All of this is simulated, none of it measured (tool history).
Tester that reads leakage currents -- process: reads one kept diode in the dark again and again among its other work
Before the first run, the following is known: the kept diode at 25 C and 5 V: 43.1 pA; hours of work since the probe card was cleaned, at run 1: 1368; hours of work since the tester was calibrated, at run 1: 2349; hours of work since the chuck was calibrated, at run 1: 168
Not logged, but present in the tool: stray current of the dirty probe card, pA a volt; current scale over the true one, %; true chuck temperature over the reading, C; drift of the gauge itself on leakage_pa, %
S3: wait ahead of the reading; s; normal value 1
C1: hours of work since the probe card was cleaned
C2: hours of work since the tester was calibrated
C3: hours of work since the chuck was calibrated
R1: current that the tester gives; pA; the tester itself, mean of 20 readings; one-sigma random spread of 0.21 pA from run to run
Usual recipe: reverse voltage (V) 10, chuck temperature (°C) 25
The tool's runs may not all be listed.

{"run": 1, "hour": 0.0, "reverse voltage (V)": 10, "chuck temperature (°C)": 25, "S3": 1, "C1": 1368, "C2": 2349, "C3": 168, "R1": 74.78}
{"run": 2, "hour": 229.8, "reverse voltage (V)": 6.8, "chuck temperature (°C)": 25, "S3": 1, "C1": 1539, "C2": 2519, "C3": 338, "R1": 57.7}
{"run": 3, "hour": 443.2, "reverse voltage (V)": 6.8, "chuck temperature (°C)": 25, "S3": 1, "C1": 1697, "C2": 2678, "C3": 497, "R1": 57.82}
{"run": 4, "hour": 588.1, "reverse voltage (V)": 6.8, "chuck temperature (°C)": 25, "S3": 1, "C1": 1805, "C2": 2785, "C3": 604, "R1": 57.7}
{"hour": 712.1, "done": "chuck's temperature calibrated"}
{"run": 5, "hour": 794.2, "reverse voltage (V)": 1.1, "chuck temperature (°C)": 25, "S3": 1, "C1": 1957, "C2": 2937, "C3": 61, "R1": 19.26}
{"run": 6, "hour": 956.7, "reverse voltage (V)": 10, "chuck temperature (°C)": 25, "S3": 1, "C1": 2077, "C2": 3057, "C3": 182, "R1": 77.94}
{"run": 7, "hour": 1249.9, "reverse voltage (V)": 10, "chuck temperature (°C)": 25, "S3": 1, "C1": 2295, "C2": 3275, "C3": 399, "R1": 76.95}
{"run": 8, "hour": 1388.5, "reverse voltage (V)": 10, "chuck temperature (°C)": 25, "S3": 1, "C1": 2398, "C2": 3378, "C3": 502, "R1": 76.49}
{"run": 9, "hour": 1578.2, "reverse voltage (V)": 10, "chuck temperature (°C)": 25, "S3": 1, "C1": 2539, "C2": 3519, "C3": 643, "R1": 76.82}
{"hour": 1657.6, "done": "chuck's temperature calibrated"}
{"run": 10, "hour": 1778.3, "reverse voltage (V)": 10, "chuck temperature (°C)": 53, "S3": 1, "C1": 2686, "C2": 3666, "C3": 90, "R1": 582.42}
{"hour": 1851.7, "done": "probe card cleaned and baked"}
{"run": 11, "hour": 2032.7, "reverse voltage (V)": 10, "chuck temperature (°C)": 53, "S3": 1, "C1": 134, "C2": 3853, "C3": 276, "R1": 554.68}
{"run": 12, "hour": 2283.9, "reverse voltage (V)": 2.6, "chuck temperature (°C)": 53, "S3": 1, "C1": 321, "C2": 4039, "C3": 463, "R1": 247.4}
{"run": 13, "hour": 2515.7, "reverse voltage (V)": 14.5, "chuck temperature (°C)": 33, "S3": 1, "C1": 493, "C2": 4211, "C3": 635, "R1": 155.15}
{"hour": 2588.9, "done": "chuck's temperature calibrated"}
{"run": 14, "hour": 2680.6, "reverse voltage (V)": 19.9, "chuck temperature (°C)": 30, "S3": 2.46, "C1": 614, "C2": 4332, "C3": 68, "R1": 155.32}
{"run": 15, "hour": 2818.3, "reverse voltage (V)": 1, "chuck temperature (°C)": 41, "S3": 2.46, "C1": 716, "C2": 4434, "C3": 170, "R1": 59.86}
{"run": 16, "hour": 2940.2, "reverse voltage (V)": 1, "chuck temperature (°C)": 23, "S3": 7.76, "C1": 807, "C2": 4525, "C3": 261, "R1": 14.28}
{"hour": 3010.9, "done": "tester calibrated"}
{"run": 17, "hour": 3154.1, "reverse voltage (V)": 1, "chuck temperature (°C)": 23, "S3": 7.76, "C1": 964, "C2": 106, "C3": 418, "R1": 13.71}
{"run": 18, "hour": 3417.3, "reverse voltage (V)": 5.3, "chuck temperature (°C)": 49, "S3": 1, "C1": 1159, "C2": 302, "C3": 614, "R1": 270.81}
{"hour": 3523.8, "done": "chuck's temperature calibrated"}
{"run": 19, "hour": 3547.3, "reverse voltage (V)": 7.4, "chuck temperature (°C)": 29, "S3": 0.34, "C1": 1255, "C2": 397, "C3": 18, "R1": 87.73}
{"run": 20, "hour": 3841.1, "reverse voltage (V)": 3.7, "chuck temperature (°C)": 25, "S3": 1, "C1": 1473, "C2": 615, "C3": 236, "R1": 40.23}
{"run": 21, "hour": 4104.0, "reverse voltage (V)": 17.3, "chuck temperature (°C)": 20, "S3": 1, "C1": 1668, "C2": 810, "C3": 431, "R1": 76.86}
{"run": 22, "hour": 4370.7, "reverse voltage (V)": 17.3, "chuck temperature (°C)": 20, "S3": 1, "C1": 1866, "C2": 1008, "C3": 629, "R1": 77.39}
{"hour": 4470.4, "done": "chuck's temperature calibrated"}
{"run": 23, "hour": 4641.5, "reverse voltage (V)": 1.5, "chuck temperature (°C)": 59, "S3": 0.77, "C1": 2065, "C2": 1208, "C3": 127, "R1": 277.23}

Below are 3 alternative next runs, each starting from the tool's condition after run 23. Predict each:
{"run": "A", "hour": 4887.8, "reverse voltage (V)": 1.8, "chuck temperature (°C)": 29, "S3": 1.67, "C1": 2248, "C2": 1391, "C3": 310, "R1": "?"}
{"run": "B", "hour": 4887.8, "reverse voltage (V)": 10, "chuck temperature (°C)": 26, "S3": 1, "C1": 2248, "C2": 1391, "C3": 310, "R1": "?"}
{"run": "C", "hour": 4887.8, "reverse voltage (V)": 7.9, "chuck temperature (°C)": 29, "S3": 2.2, "C1": 2248, "C2": 1391, "C3": 310, "R1": "?"}

run=A R1=34.57
run=B R1=83.07
run=C R1=87.18
What these runs would have given with no unlogged condition in the tool:
run=A R1=33.29
run=B R1=72.71
run=C R1=79.6
